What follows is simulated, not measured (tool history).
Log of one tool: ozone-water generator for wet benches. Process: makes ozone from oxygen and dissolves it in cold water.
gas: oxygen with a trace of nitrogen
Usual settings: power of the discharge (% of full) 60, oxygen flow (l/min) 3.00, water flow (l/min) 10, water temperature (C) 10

run	hour	power of the discharge (% of full)	oxygen flow (l/min)	water flow (l/min)	water temperature (C)	dissolved ozone (ppm)	ozone in the gas ahead of the water (g/m3)
1	0.0	60	3.00	10	10	19.7	168.9
2	28.1	60	3.00	10	10	20.0	166.6
3	48.5	60	3.00	10	10	20.0	169.8
4	93.7	60	3.00	10	10	19.9	169.2
5	144.1	60	3.00	10	10	19.8	167.1
6	171.3	60	3.00	10	10	19.8	167.8
7	219.4	60	3.00	10	10	20.1	167.7
8	244.3	60	3.00	6	10	30.0	166.4
9	289.4	60	3.00	6	10	30.1	167.8
10	332.6	60	2.20	15	11	12.7	208.2
11	371.4	60	5.13	10	10	18.1	117.4
12	394.2	60	5.13	12	9	16.0	116.5
13	429.3	60	5.13	12	9	15.8	117.2
14	462.1	60	3.83	12	9	16.3	141.9
15	491.4	51	3.03	10	17	15.2	142.6
16	525.8	51	3.03	10	17	15.2	142.5
17	570.2	51	2.15	10	12	17.3	179.6

Forecast each of these 5 alternatives for the next run:
A	595.2	60	3.00	10	7	?	?
B	595.2	60	1.52	10	10	?	?
C	595.2	59	3.00	10	9	?	?
D	595.2	51	4.58	9	14	?	?
E	595.2	53	2.15	10	12	?	?

run	dissolved ozone (ppm)	ozone in the gas ahead of the water (g/m3)
A	20.5	166.6
B	19.5	263.0
C	19.4	164.5
D	16.1	109.0
E	17.7	187.4
Without the tool's hidden state the same runs would have given:
run	dissolved ozone (ppm)	ozone in the gas ahead of the water (g/m3)
A	22.1	172.0
B	21.0	271.5
C	20.9	169.7
D	17.2	111.9
E	19.0	192.6
